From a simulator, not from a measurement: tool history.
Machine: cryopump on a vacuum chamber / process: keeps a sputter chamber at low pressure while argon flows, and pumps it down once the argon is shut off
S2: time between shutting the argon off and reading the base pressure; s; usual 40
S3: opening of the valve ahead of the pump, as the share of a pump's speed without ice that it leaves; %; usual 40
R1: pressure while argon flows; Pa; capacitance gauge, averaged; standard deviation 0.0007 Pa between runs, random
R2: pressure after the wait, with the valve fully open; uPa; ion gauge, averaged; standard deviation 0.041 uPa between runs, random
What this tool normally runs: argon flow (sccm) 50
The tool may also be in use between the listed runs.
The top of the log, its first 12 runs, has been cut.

Run 13, hour 608.8: usual settings but S2 127 s. Result: R1 0.1361 Pa, R2 2.17 uPa.
Run 14, hour 678.4: usual settings but S2 127 s. Result: R1 0.1362 Pa, R2 2.37 uPa.
Run 15, hour 746.8: usual settings but S2 166 s. Result: R1 0.137 Pa, R2 2.28 uPa.
Run 16, hour 794.6: usual settings but S2 166 s. Result: R1 0.1388 Pa, R2 2.31 uPa.
Run 17, hour 842.4: usual settings but S2 166 s. Result: R1 0.1379 Pa, R2 2.35 uPa.
Run 18, hour 902.1: usual settings but argon flow (sccm) 37, S2 116 s, S3 32 %. Result: R1 0.1272 Pa, R2 2.69 uPa.
Run 19, hour 948.2: usual settings but argon flow (sccm) 86, S2 116 s, S3 38 %. Result: R1 0.2542 Pa, R2 2.78 uPa.
Run 20, hour 995.5: usual settings but S2 31 s, S3 38 %. Result: R1 0.1483 Pa, R2 4.75 uPa.
Run 21, hour 1043.9: usual settings but S2 31 s, S3 38 %. Result: R1 0.1494 Pa, R2 4.82 uPa.
Run 22, hour 1093.2: usual settings but argon flow (sccm) 59, S2 202 s, S3 21 %. Result: R1 0.3005 Pa, R2 2.52 uPa.
Run 23, hour 1162.9: usual settings but argon flow (sccm) 30, S2 202 s, S3 29 %. Result: R1 0.1137 Pa, R2 2.65 uPa.
Run 24, hour 1225.5: usual settings but argon flow (sccm) 30, S2 202 s, S3 29 %. Result: R1 0.1156 Pa, R2 2.65 uPa.
Run 25, hour 1262: usual settings but argon flow (sccm) 38, S2 202 s, S3 29 %. Result: R1 0.1463 Pa, R2 2.82 uPa.
Run 26, hour 1302.8: usual settings but argon flow (sccm) 38, S2 202 s, S3 29 %. Result: R1 0.1474 Pa, R2 2.79 uPa.
Run 27, hour 1358.2: usual settings but argon flow (sccm) 37, S2 171 s, S3 19 %. Result: R1 0.2103 Pa, R2 2.9 uPa.
At hour 1394.1: pump warmed up, emptied and cooled again.
Run 28, hour 1423.2: usual settings but argon flow (sccm) 37, S2 51 s, S3 26 %. Result: R1 0.143 Pa, R2 3.43 uPa.
Run 29, hour 1464.3: usual settings but argon flow (sccm) 70, S2 90 s, S3 59 %. Result: R1 0.1219 Pa, R2 2.6 uPa.
Run 30, hour 1496.4: usual settings but S3 17 %. Result: R1 0.2925 Pa, R2 4.08 uPa.
Run 31, hour 1558.8: usual settings but S3 17 %. Result: R1 0.2941 Pa, R2 4.01 uPa.
At hour 1592.4: leaking fittings of the chamber tightened, without venting.
Run 32, hour 1622.7: usual settings but S2 53 s, S3 28 %. Result: R1 0.1796 Pa, R2 1.91 uPa.
Run 33, hour 1664.5: usual settings but argon flow (sccm) 39, S2 21 s, S3 35 %. Result: R1 0.1138 Pa, R2 4.34 uPa.
Run 34, hour 1719: usual settings but argon flow (sccm) 26, S2 21 s, S3 44 %. Result: R1 0.0606 Pa, R2 4.43 uPa.

4 options for the next run, each taken on its own from the tool as it stands now. Forecast them:
Run A, hour 1755.8: usual settings but argon flow (sccm) 24, S3 17 %. Result: R1 ?, R2 ?.
Run B, hour 1755.8: usual settings but argon flow (sccm) 34, S2 21 s, S3 44 %. Result: R1 ?, R2 ?.
Run C, hour 1755.8: usual settings but S3 27 %. Result: R1 ?, R2 ?.
Run D, hour 1755.8: usual settings but argon flow (sccm) 72, S2 103 s, S3 46 %. Result: R1 ?, R2 ?.

run      R1    R2
  A  0.1422  2.49
  B  0.0795  4.52
  C  0.1899  2.55
  D  0.1627  1.14
With the hidden condition removed and each run's random variation left untouched, the same runs would have given:
run      R1    R2
  A  0.1399  2.38
  B  0.0763   4.4
  C   0.185  2.43
  D  0.1557  1.03
